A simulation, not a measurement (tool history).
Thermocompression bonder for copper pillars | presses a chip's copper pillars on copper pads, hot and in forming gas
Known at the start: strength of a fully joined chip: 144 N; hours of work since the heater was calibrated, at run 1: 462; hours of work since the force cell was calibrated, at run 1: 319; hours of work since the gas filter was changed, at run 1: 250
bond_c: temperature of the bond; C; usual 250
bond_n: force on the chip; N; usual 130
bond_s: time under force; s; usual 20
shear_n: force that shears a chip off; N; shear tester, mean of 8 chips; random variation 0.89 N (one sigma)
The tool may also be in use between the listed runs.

run,hour,bond_c,bond_n,bond_s,hours of work since the heater was calibrated,hours of work since the force cell was calibrated,hours of work since the gas filter was changed,shear_n
1,0.0,250,130,20,462,319,250,61.5
# hour 7.1: forming gas filter changed
2,16.2,250,130,20,469,326,4,67.9
3,35.8,250,130,20,477,334,12,68.3
4,45.9,250,130,20,482,339,17,66.9
5,58.7,250,130,20,487,344,22,69.1
6,73.6,269,130,20,494,351,29,85.8
7,86.7,269,130,20,499,356,35,82.8
8,106.7,269,130,20,508,365,43,82.5
9,124.8,253,94,24,516,373,51,54.2
10,143.5,232,127,14,524,381,59,43.3
11,162.1,250,130,31,532,389,67,76.4
12,171.7,272,134,25,536,393,71,93.8
13,190.9,243,113,35,544,402,80,63.6
14,201.6,250,152,27,549,406,84,82.7
15,212.8,250,99,11,554,411,89,40.2
16,223.2,233,99,14,558,416,94,32.3

Forecast each of these 5 alternatives for the next run:
A,232.2,254,99,56,562,420,98,?
B,232.2,280,90,13,562,420,98,?
C,232.2,250,130,20,562,420,98,?
D,232.2,268,137,21,562,420,98,?
E,232.2,256,152,59,562,420,98,?

run,shear_n
A,75.7
B,57.6
C,65.8
D,84.9
E,107.5
Without the tool's hidden state the same runs would have given:
run,shear_n
A,84.9
B,65.2
C,74.4
D,94.3
E,117.3

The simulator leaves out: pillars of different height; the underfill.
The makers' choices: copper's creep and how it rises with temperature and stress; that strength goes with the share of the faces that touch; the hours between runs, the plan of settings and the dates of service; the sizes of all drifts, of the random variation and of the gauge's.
